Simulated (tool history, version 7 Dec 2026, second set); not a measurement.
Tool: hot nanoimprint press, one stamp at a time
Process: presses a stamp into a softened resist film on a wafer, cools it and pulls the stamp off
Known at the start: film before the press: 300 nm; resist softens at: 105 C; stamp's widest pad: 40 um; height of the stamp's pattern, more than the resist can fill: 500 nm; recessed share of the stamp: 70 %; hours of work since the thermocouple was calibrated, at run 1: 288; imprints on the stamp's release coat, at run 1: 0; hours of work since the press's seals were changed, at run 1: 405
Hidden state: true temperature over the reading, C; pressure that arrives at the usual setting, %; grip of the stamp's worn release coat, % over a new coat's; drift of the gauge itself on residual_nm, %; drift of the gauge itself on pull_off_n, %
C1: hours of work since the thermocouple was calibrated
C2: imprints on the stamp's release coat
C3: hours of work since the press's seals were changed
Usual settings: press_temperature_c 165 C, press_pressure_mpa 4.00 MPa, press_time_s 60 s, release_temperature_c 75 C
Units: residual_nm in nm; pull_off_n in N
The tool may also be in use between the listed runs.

run 1 day=0.000 | press_temperature_c=165 press_pressure_mpa=4.00 press_time_s=60 release_temperature_c=75 | C1=288 C2=0 C3=405 | residual_nm=162.8 pull_off_n=117
run 2 day=2.188 | press_temperature_c=165 press_pressure_mpa=4.00 press_time_s=60 release_temperature_c=63 | C1=330 C2=303 C3=446 | residual_nm=162.5 pull_off_n=155
run 3 day=4.646 | press_temperature_c=165 press_pressure_mpa=4.00 press_time_s=60 release_temperature_c=63 | C1=376 C2=644 C3=492 | residual_nm=157.9 pull_off_n=167
run 4 day=6.862 | press_temperature_c=165 press_pressure_mpa=4.00 press_time_s=60 release_temperature_c=63 | C1=418 C2=950 C3=534 | residual_nm=158.3 pull_off_n=175
run 5 day=8.725 | press_temperature_c=165 press_pressure_mpa=4.00 press_time_s=96 release_temperature_c=75 | C1=453 C2=1208 C3=569 | residual_nm=132.5 pull_off_n=155
run 6 day=11.596 | press_temperature_c=165 press_pressure_mpa=4.00 press_time_s=96 release_temperature_c=75 | C1=508 C2=1606 C3=624 | residual_nm=131.2 pull_off_n=166
-- day=13.262 stamp cleaned and given a new release coat
run 7 day=14.088 | press_temperature_c=165 press_pressure_mpa=4.00 press_time_s=96 release_temperature_c=75 | C1=550 C2=114 C3=666 | residual_nm=130.4 pull_off_n=119
run 8 day=15.579 | press_temperature_c=165 press_pressure_mpa=4.00 press_time_s=96 release_temperature_c=75 | C1=578 C2=320 C3=694 | residual_nm=129.7 pull_off_n=125
-- day=15.946 plate thermocouple calibrated
run 9 day=17.846 | press_temperature_c=165 press_pressure_mpa=4.00 press_time_s=96 release_temperature_c=75 | C1=36 C2=617 C3=735 | residual_nm=149.6 pull_off_n=137
run 10 day=19.579 | press_temperature_c=165 press_pressure_mpa=4.00 press_time_s=96 release_temperature_c=75 | C1=69 C2=857 C3=767 | residual_nm=145.6 pull_off_n=148
run 11 day=21.275 | press_temperature_c=165 press_pressure_mpa=3.22 press_time_s=60 release_temperature_c=75 | C1=101 C2=1092 C3=799 | residual_nm=186.6 pull_off_n=153
-- day=22.950 press's hydraulic seals changed and the load cell set to zero
run 12 day=23.571 | press_temperature_c=165 press_pressure_mpa=3.22 press_time_s=60 release_temperature_c=75 | C1=138 C2=1364 C3=12 | residual_nm=181.2 pull_off_n=160
run 13 day=26.362 | press_temperature_c=165 press_pressure_mpa=3.22 press_time_s=60 release_temperature_c=75 | C1=190 C2=1750 C3=64 | residual_nm=179.5 pull_off_n=170
-- day=26.988 stamp cleaned and given a new release coat
run 14 day=28.438 | press_temperature_c=165 press_pressure_mpa=4.00 press_time_s=37 release_temperature_c=75 | C1=225 C2=201 C3=99 | residual_nm=189.0 pull_off_n=124
run 15 day=30.767 | press_temperature_c=165 press_pressure_mpa=4.00 press_time_s=60 release_temperature_c=75 | C1=269 C2=523 C3=143 | residual_nm=162.2 pull_off_n=138
run 16 day=32.962 | press_temperature_c=165 press_pressure_mpa=4.00 press_time_s=49 release_temperature_c=75 | C1=310 C2=827 C3=184 | residual_nm=174.6 pull_off_n=137
run 17 day=34.312 | press_temperature_c=165 press_pressure_mpa=4.00 press_time_s=49 release_temperature_c=75 | C1=336 C2=1014 C3=210 | residual_nm=172.6 pull_off_n=146
run 18 day=36.192 | press_temperature_c=165 press_pressure_mpa=4.00 press_time_s=49 release_temperature_c=75 | C1=371 C2=1274 C3=245 | residual_nm=171.1 pull_off_n=150
run 19 day=38.492 | press_temperature_c=165 press_pressure_mpa=4.00 press_time_s=49 release_temperature_c=75 | C1=415 C2=1593 C3=289 | residual_nm=171.7 pull_off_n=162
-- day=40.100 stamp cleaned and given a new release coat
run 20 day=40.396 | press_temperature_c=165 press_pressure_mpa=4.00 press_time_s=49 release_temperature_c=75 | C1=446 C2=41 C3=320 | residual_nm=168.8 pull_off_n=116
run 21 day=43.158 | press_temperature_c=171 press_pressure_mpa=4.45 press_time_s=60 release_temperature_c=75 | C1=498 C2=423 C3=372 | residual_nm=110.9 pull_off_n=121
run 22 day=45.492 | press_temperature_c=159 press_pressure_mpa=4.02 press_time_s=107 release_temperature_c=62 | C1=542 C2=746 C3=416 | residual_nm=169.3 pull_off_n=169
run 23 day=46.904 | press_temperature_c=157 press_pressure_mpa=2.54 press_time_s=60 release_temperature_c=81 | C1=569 C2=942 C3=443 | residual_nm=241.8 pull_off_n=124
-- day=47.625 plate thermocouple calibrated
run 24 day=49.675 | press_temperature_c=170 press_pressure_mpa=4.00 press_time_s=60 release_temperature_c=75 | C1=39 C2=1308 C3=493 | residual_nm=133.5 pull_off_n=161
run 25 day=50.975 | press_temperature_c=170 press_pressure_mpa=4.00 press_time_s=60 release_temperature_c=75 | C1=63 C2=1488 C3=518 | residual_nm=131.5 pull_off_n=161
-- day=53.558 stamp cleaned and given a new release coat
run 26 day=53.962 | press_temperature_c=154 press_pressure_mpa=5.80 press_time_s=53 release_temperature_c=81 | C1=115 C2=56 C3=569 | residual_nm=237.1 pull_off_n=107
run 27 day=55.604 | press_temperature_c=154 press_pressure_mpa=4.93 press_time_s=60 release_temperature_c=70 | C1=146 C2=284 C3=600 | residual_nm=240.6 pull_off_n=143
run 28 day=58.379 | press_temperature_c=165 press_pressure_mpa=4.00 press_time_s=60 release_temperature_c=76 | C1=198 C2=667 C3=653 | residual_nm=163.9 pull_off_n=136
run 29 day=61.362 | press_temperature_c=177 press_pressure_mpa=3.47 press_time_s=60 release_temperature_c=75 | C1=255 C2=1081 C3=709 | residual_nm=98.2 pull_off_n=150

Forecast each of these 5 alternatives for the next run:
run A day=63.617 | press_temperature_c=157 press_pressure_mpa=4.00 press_time_s=80 release_temperature_c=75 | C1=297 C2=1393 C3=752 | residual_nm=? pull_off_n=?
run B day=63.617 | press_temperature_c=170 press_pressure_mpa=3.14 press_time_s=60 release_temperature_c=74 | C1=297 C2=1393 C3=752 | residual_nm=? pull_off_n=?
run C day=63.617 | press_temperature_c=177 press_pressure_mpa=3.47 press_time_s=60 release_temperature_c=77 | C1=297 C2=1393 C3=752 | residual_nm=? pull_off_n=?
run D day=63.617 | press_temperature_c=175 press_pressure_mpa=4.00 press_time_s=65 release_temperature_c=75 | C1=297 C2=1393 C3=752 | residual_nm=? pull_off_n=?
run E day=63.617 | press_temperature_c=157 press_pressure_mpa=5.66 press_time_s=60 release_temperature_c=75 | C1=297 C2=1393 C3=752 | residual_nm=? pull_off_n=?

run=A residual_nm=210.9 pull_off_n=162
run=B residual_nm=141.3 pull_off_n=158
run=C residual_nm=97.7 pull_off_n=148
run=D residual_nm=97.0 pull_off_n=157
run=E residual_nm=205.8 pull_off_n=155
Without the tool's hidden state the same runs would have given:
run=A residual_nm=220.5 pull_off_n=126
run=B residual_nm=149.0 pull_off_n=123
run=C residual_nm=102.8 pull_off_n=116
run=D residual_nm=102.0 pull_off_n=123
run=E residual_nm=214.8 pull_off_n=121
